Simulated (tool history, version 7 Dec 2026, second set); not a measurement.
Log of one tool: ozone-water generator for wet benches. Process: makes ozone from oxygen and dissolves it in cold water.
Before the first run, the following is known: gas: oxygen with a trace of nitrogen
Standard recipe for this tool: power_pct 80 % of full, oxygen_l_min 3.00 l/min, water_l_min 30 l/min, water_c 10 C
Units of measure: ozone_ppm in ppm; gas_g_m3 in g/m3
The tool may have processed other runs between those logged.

run,hour,power_pct,oxygen_l_min,water_l_min,water_c,ozone_ppm,gas_g_m3
1,0.0,80,3.00,30,10,10.4,211.8
2,99.6,80,3.00,45,10,5.9,212.4
3,306.2,80,3.90,30,10,10.6,179.8
4,463.6,80,3.00,30,10,10.0,209.4
5,588.4,80,3.03,30,10,10.2,207.7
6,698.2,80,3.00,30,14,9.4,207.5
7,800.0,80,3.00,30,5,10.1,207.1
# hour 814.2: contactor cleaned
8,996.1,80,3.00,30,5,10.1,204.8
9,1148.3,56,3.00,30,10,8.2,175.6
10,1273.0,80,3.00,30,16,9.2,204.2
11,1416.9,43,3.00,21,10,11.1,155.2
12,1554.3,44,1.52,44,5,3.7,241.5
13,1695.8,44,1.52,44,5,3.7,241.7
# hour 1786.9: contactor cleaned, once more
14,1839.0,64,3.00,22,17,12.6,179.0
15,2024.7,54,2.10,32,10,7.2,209.9
16,2223.0,95,2.10,33,5,8.8,263.2

What if the next run were any one of these 3? Each begins from the tool's condition after run 16:
A,2396.8,100,3.00,30,10,?,?
B,2396.8,80,3.00,33,6,?,?
C,2396.8,95,1.51,33,5,?,?

run,ozone_ppm,gas_g_m3
A,10.6,211.2
B,8.8,193.4
C,8.0,320.5
Without the tool's hidden state the same runs would have given:
run,ozone_ppm,gas_g_m3
A,14.6,286.7
B,11.7,255.7
C,10.9,433.4

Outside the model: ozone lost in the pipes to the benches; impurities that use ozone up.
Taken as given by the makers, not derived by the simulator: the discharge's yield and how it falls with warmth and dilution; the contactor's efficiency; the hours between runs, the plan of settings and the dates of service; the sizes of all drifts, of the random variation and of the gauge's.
